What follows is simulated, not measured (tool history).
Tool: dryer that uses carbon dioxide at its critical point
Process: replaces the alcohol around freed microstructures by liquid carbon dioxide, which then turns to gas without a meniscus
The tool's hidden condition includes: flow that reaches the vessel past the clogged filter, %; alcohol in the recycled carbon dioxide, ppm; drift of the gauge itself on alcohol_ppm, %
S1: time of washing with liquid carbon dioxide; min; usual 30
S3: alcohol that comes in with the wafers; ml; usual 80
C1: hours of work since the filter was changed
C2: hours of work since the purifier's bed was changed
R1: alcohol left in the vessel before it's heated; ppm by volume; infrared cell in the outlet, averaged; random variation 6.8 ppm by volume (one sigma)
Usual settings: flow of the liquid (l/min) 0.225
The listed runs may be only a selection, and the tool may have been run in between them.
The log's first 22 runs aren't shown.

run 23 hour=159.7 | S1=30 flow_of_the_liquid_(l/min)=0.225 S3=80 | C1=429 C2=261 | R1=609
run 24 hour=166.9 | S1=42 flow_of_the_liquid_(l/min)=0.218 S3=23 | C1=434 C2=265 | R1=104
run 25 hour=176.1 | S1=30 flow_of_the_liquid_(l/min)=0.179 S3=32 | C1=439 C2=271 | R1=715
run 26 hour=181.6 | S1=38 flow_of_the_liquid_(l/min)=0.186 S3=80 | C1=442 C2=274 | R1=525
run 27 hour=186.6 | S1=38 flow_of_the_liquid_(l/min)=0.186 S3=80 | C1=445 C2=277 | R1=526
run 28 hour=196.2 | S1=24 flow_of_the_liquid_(l/min)=0.278 S3=80 | C1=451 C2=282 | R1=609
run 29 hour=201.7 | S1=21 flow_of_the_liquid_(l/min)=0.225 S3=80 | C1=454 C2=286 | R1=2562
run 30 hour=210.8 | S1=21 flow_of_the_liquid_(l/min)=0.225 S3=43 | C1=460 C2=291 | R1=1413
run 31 hour=216.6 | S1=30 flow_of_the_liquid_(l/min)=0.142 S3=80 | C1=463 C2=295 | R1=3828
run 32 hour=225.6 | S1=30 flow_of_the_liquid_(l/min)=0.164 S3=22 | C1=469 C2=300 | R1=719
run 33 hour=233.9 | S1=37 flow_of_the_liquid_(l/min)=0.335 S3=104 | C1=473 C2=305 | R1=104
-- hour=235.3 inlet filter changed
run 34 hour=244.2 | S1=24 flow_of_the_liquid_(l/min)=0.335 S3=38 | C1=5 C2=310 | R1=127
run 35 hour=250.1 | S1=24 flow_of_the_liquid_(l/min)=0.335 S3=38 | C1=9 C2=314 | R1=136
run 36 hour=254.9 | S1=30 flow_of_the_liquid_(l/min)=0.271 S3=47 | C1=12 C2=317 | R1=151
run 37 hour=262 | S1=46 flow_of_the_liquid_(l/min)=0.171 S3=106 | C1=16 C2=321 | R1=281
run 38 hour=272.4 | S1=46 flow_of_the_liquid_(l/min)=0.171 S3=106 | C1=22 C2=327 | R1=289
run 39 hour=282 | S1=34 flow_of_the_liquid_(l/min)=0.225 S3=111 | C1=28 C2=333 | R1=315
run 40 hour=290.1 | S1=30 flow_of_the_liquid_(l/min)=0.161 S3=74 | C1=33 C2=338 | R1=1595
run 41 hour=295.7 | S1=44 flow_of_the_liquid_(l/min)=0.161 S3=25 | C1=36 C2=341 | R1=180
run 42 hour=300 | S1=44 flow_of_the_liquid_(l/min)=0.161 S3=30 | C1=39 C2=344 | R1=206
run 43 hour=310.3 | S1=28 flow_of_the_liquid_(l/min)=0.16 S3=59 | C1=45 C2=350 | R1=1714
run 44 hour=316 | S1=20 flow_of_the_liquid_(l/min)=0.16 S3=106 | C1=48 C2=353 | R1=8089
run 45 hour=323.4 | S1=39 flow_of_the_liquid_(l/min)=0.358 S3=47 | C1=52 C2=358 | R1=104
run 46 hour=327.9 | S1=39 flow_of_the_liquid_(l/min)=0.358 S3=47 | C1=55 C2=360 | R1=103

Alternative continuations, all from the tool just after run 46; predict every row:
run A hour=333.7 | S1=30 flow_of_the_liquid_(l/min)=0.321 S3=110 | C1=59 C2=364 | R1=?
run B hour=333.7 | S1=39 flow_of_the_liquid_(l/min)=0.295 S3=66 | C1=59 C2=364 | R1=?
run C hour=333.7 | S1=30 flow_of_the_liquid_(l/min)=0.192 S3=46 | C1=59 C2=364 | R1=?
run D hour=333.7 | S1=22 flow_of_the_liquid_(l/min)=0.319 S3=80 | C1=59 C2=364 | R1=?
run E hour=333.7 | S1=30 flow_of_the_liquid_(l/min)=0.154 S3=95 | C1=59 C2=364 | R1=?

run=A R1=131
run=B R1=106
run=C R1=546
run=D R1=336
run=E R1=2490
Without the tool's hidden state the same runs would have given:
run=A R1=25
run=B R1=4
run=C R1=414
run=D R1=214
run=E R1=2263
